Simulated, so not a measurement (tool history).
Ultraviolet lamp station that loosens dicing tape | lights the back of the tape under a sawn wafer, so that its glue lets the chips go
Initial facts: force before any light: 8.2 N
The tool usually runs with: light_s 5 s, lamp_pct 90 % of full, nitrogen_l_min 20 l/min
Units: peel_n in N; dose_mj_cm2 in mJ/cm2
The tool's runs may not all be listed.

| run | day | light_s | lamp_pct | nitrogen_l_min | peel_n | dose_mj_cm2 |
|---|---|---|---|---|---|---|
| 1 | 0.000 | 5 | 90 | 20 | 0.532 | 381 |
|  | 0.162 | window cleaned of glue's vapour |
| 2 | 0.792 | 5 | 90 | 20 | 0.389 | 446 |
| 3 | 1.558 | 5 | 90 | 20 | 0.388 | 449 |
| 4 | 2.150 | 5 | 90 | 20 | 0.393 | 441 |
| 5 | 3.183 | 5 | 90 | 20 | 0.405 | 436 |
| 6 | 3.817 | 5 | 90 | 20 | 0.419 | 436 |
| 7 | 4.883 | 5 | 90 | 20 | 0.429 | 433 |
| 8 | 5.929 | 5 | 90 | 20 | 0.447 | 419 |
| 9 | 6.979 | 5 | 90 | 20 | 0.450 | 415 |
| 10 | 7.633 | 4 | 90 | 20 | 0.770 | 334 |
| 11 | 8.217 | 4 | 90 | 20 | 0.805 | 325 |
| 12 | 8.767 | 4 | 90 | 20 | 0.796 | 327 |
| 13 | 9.721 | 5 | 65 | 14 | 1.356 | 290 |
| 14 | 10.796 | 2 | 90 | 38 | 1.979 | 159 |
| 15 | 11.471 | 10 | 90 | 20 | 0.123 | 779 |
| 16 | 11.992 | 2 | 82 | 20 | 2.907 | 138 |
| 17 | 12.779 | 3 | 82 | 20 | 1.806 | 211 |
| 18 | 13.308 | 4 | 89 | 6 | 2.108 | 304 |
| 19 | 13.825 | 3 | 76 | 40 | 1.484 | 186 |
| 20 | 14.829 | 7 | 62 | 40 | 0.380 | 360 |
| 21 | 15.308 | 3 | 97 | 20 | 1.423 | 241 |
| 22 | 15.842 | 3 | 97 | 20 | 1.447 | 237 |
| 23 | 16.517 | 9 | 97 | 39 | 0.115 | 707 |

Below are 5 alternative next runs, each starting from the tool's condition after run 23. Predict each:
| A | 17.312 | 5 | 89 | 16 | ? | ? |
| B | 17.312 | 9 | 97 | 28 | ? | ? |
| C | 17.312 | 5 | 78 | 20 | ? | ? |
| D | 17.312 | 5 | 89 | 16 | ? | ? |
| E | 17.312 | 9 | 99 | 14 | ? | ? |

| run | peel_n | dose_mj_cm2 |
|---|---|---|
| A | 0.789 | 355 |
| B | 0.120 | 696 |
| C | 0.880 | 308 |
| D | 0.792 | 355 |
| E | 0.169 | 716 |
Had the tool no hidden state, the same runs would have come out as:
| run | peel_n | dose_mj_cm2 |
|---|---|---|
| A | 0.331 | 515 |
| B | 0.100 | 1011 |
| C | 0.373 | 448 |
| D | 0.330 | 516 |
| E | 0.102 | 1039 |
